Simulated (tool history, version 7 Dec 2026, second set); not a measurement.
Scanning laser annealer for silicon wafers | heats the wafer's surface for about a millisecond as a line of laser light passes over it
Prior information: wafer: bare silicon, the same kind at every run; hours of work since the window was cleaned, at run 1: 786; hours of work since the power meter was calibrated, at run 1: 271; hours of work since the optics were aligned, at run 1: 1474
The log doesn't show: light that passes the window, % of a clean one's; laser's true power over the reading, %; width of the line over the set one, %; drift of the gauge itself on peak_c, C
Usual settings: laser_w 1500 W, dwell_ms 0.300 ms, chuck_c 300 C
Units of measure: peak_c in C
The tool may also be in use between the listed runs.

run     day  laser_w  dwell_ms  chuck_c  hours of work since the window was cleaned  hours of work since the power meter was calibrated  hours of work since the optics were aligned  peak_c
  1   0.000     1500     0.300      300                                         786                                                 271                                         1474    1001
  2   0.758     1370     0.300      300                                         795                                                 279                                         1483     933
  3   1.596     1370     0.300      300                                         804                                                 288                                         1492     929
  4   2.300     1370     0.300      300                                         812                                                 296                                         1500     929
  5   3.171     1370     0.300      300                                         821                                                 305                                         1509     928
  6   3.983     1500     0.300      300                                         830                                                 314                                         1518     996
  7   4.688     1500     0.300      300                                         838                                                 322                                         1526     995
  8   5.504     1500     0.300      300                                         847                                                 331                                         1535     996
  9   6.088     1500     0.300      300                                         853                                                 337                                         1541     996
 10   6.996     1500     0.300      300                                         863                                                 347                                         1551     994
 11   7.808     1500     0.300      337                                         872                                                 356                                         1560    1035
 12   8.438     1565     0.300      300                                         879                                                 363                                         1567    1029
 13   9.358     1565     0.300      300                                         889                                                 373                                         1577    1029
 14  10.033     1565     0.300      300                                         896                                                 380                                         1584    1029
 15  10.600     1500     0.300      300                                         902                                                 386                                         1590     994
 16  11.117     1500     0.300      300                                         908                                                 392                                         1596     995
 17  11.575     1500     0.300      300                                         913                                                 397                                         1601     995
 18  12.604     1500     0.330      300                                         924                                                 408                                         1612    1028
 19  13.117     1500     0.330      300                                         930                                                 414                                         1618    1028
     13.754  -- window over the wafer cleaned
 20  14.033     1500     0.300      300                                           3                                                 423                                         1627    1013
 21  14.642     1500     0.300      300                                          10                                                 430                                         1634    1013
 22  15.575     1500     0.213      300                                          20                                                 440                                         1644     902
 23  16.475     1287     0.315      336                                          30                                                 450                                         1654     949
 24  17.488     1287     0.315      336                                          41                                                 461                                         1665     949
 25  17.975     1287     0.315      336                                          46                                                 466                                         1670     944
 26  18.625     1343     0.225      327                                          53                                                 473                                         1677     870
 27  19.617     1343     0.225      327                                          64                                                 484                                         1688     872
 28  20.379     1394     0.212      304                                          72                                                 492                                         1696     856
     20.788  -- optics aligned, line set to its width
 29  21.242     1394     0.212      299                                          80                                                 500                                            5     861
 30  22.288     1394     0.212      299                                          91                                                 511                                           16     862
 31  22.754     1394     0.212      299                                          96                                                 516                                           22     861
 32  23.825     1394     0.308      304                                         108                                                 528                                           33     974
 33  24.504     1394     0.308      304                                         115                                                 535                                           41     977
 34  25.108     1394     0.308      304                                         122                                                 542                                           47     979
 35  25.550     1438     0.285      282                                         127                                                 547                                           52     954
 36  26.146     1438     0.285      282                                         133                                                 553                                           59     954
 37  27.162     1611     0.268      293                                         144                                                 564                                           70    1036
 38  27.833     1611     0.268      293                                         152                                                 572                                           77    1036
 39  28.671     1611     0.268      293                                         161                                                 581                                           86    1037
 40  29.258     1500     0.245      339                                         167                                                 587                                           93     994
 41  30.075     1500     0.245      339                                         176                                                 596                                          101     996
 42  31.067     1500     0.245      339                                         187                                                 607                                          112     994

Branching from run 42: 3 alternative next runs. What would each branch give?
  A  31.929     1500     0.337      339                                         196                                                 616                                          122       ?
  B  31.929     1425     0.245      331                                         196                                                 616                                          122       ?
  C  31.929     1500     0.333      300                                         196                                                 616                                          122       ?

run  peak_c
  A    1104
  B     948
  C    1059
Stripped of hidden state, with their random variation kept, the same runs would have yielded:
run  peak_c
  A    1112
  B     954
  C    1067

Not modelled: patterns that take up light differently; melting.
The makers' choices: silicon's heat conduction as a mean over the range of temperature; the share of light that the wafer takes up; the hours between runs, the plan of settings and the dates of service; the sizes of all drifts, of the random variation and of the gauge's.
